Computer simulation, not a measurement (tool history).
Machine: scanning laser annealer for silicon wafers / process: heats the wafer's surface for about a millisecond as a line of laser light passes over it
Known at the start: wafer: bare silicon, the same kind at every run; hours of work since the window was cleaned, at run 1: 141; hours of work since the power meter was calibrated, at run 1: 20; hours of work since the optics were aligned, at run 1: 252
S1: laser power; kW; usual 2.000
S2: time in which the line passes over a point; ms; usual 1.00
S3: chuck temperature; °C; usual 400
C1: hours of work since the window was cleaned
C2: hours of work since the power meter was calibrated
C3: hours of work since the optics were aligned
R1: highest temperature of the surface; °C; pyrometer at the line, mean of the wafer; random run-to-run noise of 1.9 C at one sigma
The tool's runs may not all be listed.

run     day     S1    S2   S3   C1   C2   C3    R1
  1   0.000  2.000  1.00  400  141   20  252  1119
  2   0.200  2.000  1.00  400  145   23  255  1116
  3   0.450  2.000  1.00  400  149   28  260  1119
  4   0.758  2.000  0.74  400  155   33  265  1028
  5   0.988  2.000  1.00  400  158   37  269  1117
  6   1.300  1.899  1.00  400  164   42  274  1084
  7   1.762  1.899  1.00  400  172   50  282  1084
  8   2.138  2.000  1.00  400  178   57  289  1117
  9   2.550  1.861  1.00  400  185   64  296  1069
 10   2.958  1.861  1.00  400  192   71  303  1071
 11   3.188  1.861  1.00  400  196   75  307  1070
 12   3.450  1.861  1.18  400  201   79  311  1125
 13   3.721  1.861  1.18  436  206   84  316  1158
 14   4.004  2.000  1.00  400  210   89  321  1115
 15   4.388  2.000  1.00  400  217   96  327  1115
 16   4.862  2.000  1.00  400  225  104  336  1112
 17   5.108  2.000  1.00  400  229  108  340  1114
 18   5.508  1.813  1.23  400  236  115  347  1116
 19   5.967  1.813  1.23  400  244  123  355  1118
      6.204  -- optics aligned, line set to its width
 20   6.396  1.836  1.07  424  248  127    3  1103
 21   6.700  1.836  1.07  424  253  132    9  1100
 22   6.988  2.037  0.84  432  258  137   14  1098
 23   7.233  2.037  0.84  432  262  141   18  1097
 24   7.667  2.037  0.84  432  270  149   25  1097
 25   8.008  1.992  0.84  373  276  154   31  1027
      8.475  -- optics aligned, line set to its width, once more
 26   8.583  1.992  0.84  373  282  161    2  1031
 27   8.946  2.072  0.70  368  288  167    8   997
 28   9.400  2.020  0.91  405  296  175   16  1096
 29   9.771  2.163  0.87  417  303  181   22  1135
 30  10.092  2.184  0.87  417  308  187   28  1142
 31  10.521  1.841  0.78  435  315  194   35  1029
 32  10.879  2.000  1.07  425  322  200   41  1163
 33  11.196  1.976  0.71  374  327  206   47   978
 34  11.400  1.883  0.81  437  331  209   50  1052

How the hidden state differs across the entries between the runs, from the last listed run before each to the first after it:
After run 19, before run 20: optics aligned, line set to its width (day 6.204)
  light that passes the window, % of a clean one's: 98.07 -> 98.05; laser's true power over the reading, %: 0.13 -> 0.12; width of the line over the set one, %: 1.37 -> 1.71
  what was measured, less what the result would be without the hidden state, R1: -16 -> -17 °C
After run 25, before run 26: optics aligned, line set to its width, once more (day 8.475)
  light that passes the window, % of a clean one's: 97.88 -> 97.83; width of the line over the set one, %: 1.8 -> 0.01
  what was measured, less what the result would be without the hidden state, R1: -18 -> -13 °C
